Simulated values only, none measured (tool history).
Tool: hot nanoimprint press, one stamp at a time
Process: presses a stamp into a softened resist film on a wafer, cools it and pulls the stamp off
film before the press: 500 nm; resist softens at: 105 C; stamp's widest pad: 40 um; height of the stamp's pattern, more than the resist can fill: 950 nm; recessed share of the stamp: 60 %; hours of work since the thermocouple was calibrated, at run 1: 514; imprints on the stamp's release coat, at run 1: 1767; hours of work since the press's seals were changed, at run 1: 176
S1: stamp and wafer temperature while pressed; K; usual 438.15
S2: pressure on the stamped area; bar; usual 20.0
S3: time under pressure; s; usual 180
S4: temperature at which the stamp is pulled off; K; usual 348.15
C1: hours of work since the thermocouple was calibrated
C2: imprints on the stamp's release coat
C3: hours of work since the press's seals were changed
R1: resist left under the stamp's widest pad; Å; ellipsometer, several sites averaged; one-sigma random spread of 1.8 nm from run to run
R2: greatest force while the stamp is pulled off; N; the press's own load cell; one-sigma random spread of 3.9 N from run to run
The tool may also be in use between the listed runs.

| run | hour | S1 | S2 | S3 | S4 | C1 | C2 | C3 | R1 | R2 |
|---|---|---|---|---|---|---|---|---|---|---|
| 1 | 0.0 | 438.15 | 20.0 | 180 | 348.15 | 514 | 1767 | 176 | 3059 | 333 |
|  | 31.6 | plate thermocouple calibrated |
| 2 | 38.5 | 438.15 | 20.0 | 278 | 348.15 | 5 | 1930 | 201 | 2489 | 325 |
| 3 | 73.6 | 438.15 | 22.2 | 278 | 348.15 | 30 | 2091 | 227 | 2410 | 337 |
|  | 96.4 | stamp cleaned and given a new release coat |
| 4 | 113.7 | 438.15 | 22.2 | 278 | 348.15 | 55 | 80 | 251 | 2412 | 195 |
| 5 | 136.9 | 438.15 | 22.2 | 220 | 348.15 | 72 | 186 | 268 | 2617 | 199 |
| 6 | 181.6 | 438.15 | 13.1 | 220 | 348.15 | 104 | 391 | 300 | 3191 | 213 |
| 7 | 228.3 | 438.15 | 28.0 | 180 | 348.15 | 138 | 605 | 334 | 2617 | 234 |
| 8 | 276.3 | 438.15 | 28.0 | 180 | 348.15 | 173 | 825 | 369 | 2633 | 243 |
| 9 | 297.0 | 438.15 | 28.0 | 180 | 348.15 | 188 | 920 | 384 | 2647 | 259 |
| 10 | 333.5 | 438.15 | 26.4 | 180 | 348.15 | 214 | 1087 | 410 | 2736 | 263 |
| 11 | 372.8 | 438.15 | 26.4 | 180 | 348.15 | 243 | 1268 | 439 | 2753 | 279 |
| 12 | 406.6 | 438.15 | 20.0 | 127 | 348.15 | 267 | 1423 | 463 | 3325 | 290 |
| 13 | 454.1 | 438.15 | 30.3 | 127 | 348.15 | 301 | 1640 | 498 | 2920 | 310 |
| 14 | 492.1 | 438.15 | 30.3 | 127 | 348.15 | 329 | 1815 | 525 | 3009 | 334 |
| 15 | 536.5 | 438.15 | 30.3 | 127 | 348.15 | 361 | 2019 | 557 | 2944 | 330 |
|  | 575.5 | stamp cleaned and given a new release coat |
| 16 | 577.5 | 438.15 | 30.3 | 127 | 348.15 | 386 | 9 | 582 | 3036 | 196 |
| 17 | 608.5 | 438.15 | 20.0 | 180 | 339.15 | 409 | 151 | 605 | 3093 | 261 |
| 18 | 648.7 | 429.15 | 19.1 | 127 | 354.15 | 438 | 336 | 634 | 4463 | 182 |
| 19 | 690.1 | 449.15 | 16.5 | 276 | 353.15 | 468 | 526 | 664 | 1693 | 205 |
| 20 | 736.4 | 449.15 | 16.5 | 276 | 353.15 | 501 | 738 | 697 | 1730 | 215 |
| 21 | 764.9 | 448.15 | 16.4 | 180 | 348.15 | 522 | 869 | 718 | 2159 | 246 |
|  | 785.4 | plate thermocouple calibrated |
| 22 | 789.2 | 438.15 | 20.0 | 169 | 343.15 | 3 | 966 | 733 | 2946 | 278 |
| 23 | 823.4 | 438.15 | 20.0 | 180 | 345.15 | 27 | 1123 | 758 | 2899 | 279 |
| 24 | 865.3 | 438.15 | 12.9 | 252 | 348.15 | 58 | 1316 | 789 | 3073 | 278 |
| 25 | 911.5 | 438.15 | 25.4 | 147 | 348.15 | 91 | 1527 | 822 | 2921 | 288 |
| 26 | 949.3 | 438.15 | 20.0 | 180 | 355.15 | 119 | 1701 | 849 | 2966 | 251 |
| 27 | 979.6 | 438.15 | 20.0 | 149 | 355.15 | 140 | 1840 | 871 | 3160 | 261 |
| 28 | 1028.0 | 438.15 | 20.0 | 149 | 355.15 | 175 | 2061 | 906 | 3153 | 279 |
|  | 1057.3 | stamp cleaned and given a new release coat |
| 29 | 1061.2 | 438.15 | 28.8 | 312 | 353.15 | 195 | 18 | 926 | 2157 | 166 |

5 options for the next run, each taken on its own from the tool as it stands now. Forecast them:
| A | 1090.7 | 438.15 | 16.3 | 312 | 353.15 | 217 | 154 | 947 | ? | ? |
| B | 1090.7 | 443.15 | 28.8 | 182 | 353.15 | 217 | 154 | 947 | ? | ? |
| C | 1090.7 | 438.15 | 20.0 | 180 | 339.15 | 217 | 154 | 947 | ? | ? |
| D | 1090.7 | 438.15 | 28.6 | 312 | 353.15 | 217 | 154 | 947 | ? | ? |
| E | 1090.7 | 433.15 | 20.0 | 233 | 348.15 | 217 | 154 | 947 | ? | ? |

| run | R1 | R2 |
|---|---|---|
| A | 2718 | 179 |
| B | 2040 | 175 |
| C | 3007 | 257 |
| D | 2166 | 173 |
| E | 3447 | 207 |
With no hidden state in the tool, these same runs would have given:
| run | R1 | R2 |
|---|---|---|
| A | 2590 | 167 |
| B | 1898 | 164 |
| C | 2865 | 241 |
| D | 2015 | 161 |
| E | 3304 | 194 |
